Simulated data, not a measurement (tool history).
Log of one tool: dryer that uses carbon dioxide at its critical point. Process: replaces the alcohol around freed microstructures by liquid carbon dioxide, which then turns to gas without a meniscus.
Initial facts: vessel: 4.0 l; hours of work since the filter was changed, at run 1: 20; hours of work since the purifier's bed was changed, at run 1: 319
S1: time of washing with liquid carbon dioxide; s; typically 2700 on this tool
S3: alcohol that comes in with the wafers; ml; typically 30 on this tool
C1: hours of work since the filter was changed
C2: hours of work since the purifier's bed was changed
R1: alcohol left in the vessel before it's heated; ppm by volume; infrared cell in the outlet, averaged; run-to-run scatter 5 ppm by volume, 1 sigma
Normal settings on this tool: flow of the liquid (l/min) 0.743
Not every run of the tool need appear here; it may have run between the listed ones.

{"run": 1, "hour": 0.0, "S1": 2700, "flow of the liquid (l/min)": 0.743, "S3": 30, "C1": 20, "C2": 319, "R1": 28}
{"run": 2, "hour": 15.5, "S1": 2700, "flow of the liquid (l/min)": 0.743, "S3": 30, "C1": 27, "C2": 325, "R1": 30}
{"run": 3, "hour": 42.3, "S1": 2700, "flow of the liquid (l/min)": 0.578, "S3": 30, "C1": 37, "C2": 335, "R1": 43}
{"run": 4, "hour": 61.9, "S1": 2700, "flow of the liquid (l/min)": 0.578, "S3": 30, "C1": 45, "C2": 343, "R1": 41}
{"run": 5, "hour": 76.3, "S1": 2700, "flow of the liquid (l/min)": 0.578, "S3": 30, "C1": 51, "C2": 349, "R1": 46}
{"run": 6, "hour": 102.9, "S1": 2700, "flow of the liquid (l/min)": 0.578, "S3": 30, "C1": 61, "C2": 359, "R1": 49}
{"run": 7, "hour": 128.8, "S1": 1740, "flow of the liquid (l/min)": 1.042, "S3": 110, "C1": 72, "C2": 370, "R1": 41}
{"run": 8, "hour": 147.9, "S1": 1740, "flow of the liquid (l/min)": 0.567, "S3": 39, "C1": 79, "C2": 377, "R1": 221}
{"run": 9, "hour": 163.8, "S1": 1740, "flow of the liquid (l/min)": 0.567, "S3": 39, "C1": 86, "C2": 384, "R1": 233}
{"run": 10, "hour": 188.6, "S1": 1740, "flow of the liquid (l/min)": 0.567, "S3": 43, "C1": 95, "C2": 394, "R1": 237}
{"run": 11, "hour": 210.9, "S1": 1740, "flow of the liquid (l/min)": 0.567, "S3": 43, "C1": 104, "C2": 403, "R1": 244}

Each row is a separate what-if for the run after 11, all from the same tool condition, not one after another. Results?
{"run": "A", "hour": 231.9, "S1": 2700, "flow of the liquid (l/min)": 0.743, "S3": 52, "C1": 113, "C2": 411, "R1": "?"}
{"run": "B", "hour": 231.9, "S1": 3480, "flow of the liquid (l/min)": 0.743, "S3": 30, "C1": 113, "C2": 411, "R1": "?"}
{"run": "C", "hour": 231.9, "S1": 2040, "flow of the liquid (l/min)": 0.567, "S3": 43, "C1": 113, "C2": 411, "R1": "?"}
{"run": "D", "hour": 231.9, "S1": 1860, "flow of the liquid (l/min)": 0.64, "S3": 24, "C1": 113, "C2": 411, "R1": "?"}

run=A R1=37
run=B R1=36
run=C R1=146
run=D R1=89
Without the tool's unlogged condition, the same runs would have read:
run=A R1=7
run=B R1=7
run=C R1=101
run=D R1=52
